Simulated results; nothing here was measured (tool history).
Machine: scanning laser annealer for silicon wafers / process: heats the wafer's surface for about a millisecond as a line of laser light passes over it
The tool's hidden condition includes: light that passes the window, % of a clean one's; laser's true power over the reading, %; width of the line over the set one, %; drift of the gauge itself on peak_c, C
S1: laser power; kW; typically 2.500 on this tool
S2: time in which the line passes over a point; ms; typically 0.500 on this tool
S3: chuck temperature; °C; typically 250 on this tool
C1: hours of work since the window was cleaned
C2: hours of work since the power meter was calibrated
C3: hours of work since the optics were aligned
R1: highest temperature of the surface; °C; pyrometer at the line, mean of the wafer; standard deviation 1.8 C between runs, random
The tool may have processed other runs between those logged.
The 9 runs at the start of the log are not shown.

run   hour     S1     S2   S3   C1   C2   C3    R1
 10   76.2  2.500  0.500  279  165  241   93  1068
 11   85.4  2.500  0.500  279  170  246   98  1061
 12   95.3  2.462  0.500  250  175  251  103  1022
 13   99.9  2.500  0.396  250  177  253  105   934
 14  107.5  2.500  0.500  250  181  257  109  1031
 15  118.0  2.500  0.500  250  186  263  115  1036
 16  127.9  2.500  0.500  250  191  268  120  1034
 17  137.1  2.500  0.500  245  196  273  124  1030
 18  145.1  2.500  0.500  250  200  277  129  1032
 19  150.8  2.500  0.500  250  203  280  132  1036
 20  158.7  2.500  0.500  250  207  284  136  1033
 21  163.1  2.500  0.454  217  209  286  138   958
 22  172.2  2.317  0.499  250  214  291  143   974
     175.7  -- laser's power meter calibrated
 23  181.4  2.317  0.499  250  217    3  146   972
 24  187.4  2.500  0.396  250  220    6  149   932
 25  197.6  2.500  0.396  250  226   11  154   935
 26  206.2  2.320  0.396  254  230   16  158   887
 27  213.6  2.320  0.396  254  234   19  162   889
 28  223.7  2.320  0.396  239  239   25  167   871

The next listed run, before its measurement:
     227.2  -- laser's power meter calibrated, once more
 29  233.5  2.546  0.482  226  243   3  171   ?

Run 29 measured R1 1009 °C.
Minus the tool's unlogged condition, the same run would have read R1 1024 °C.
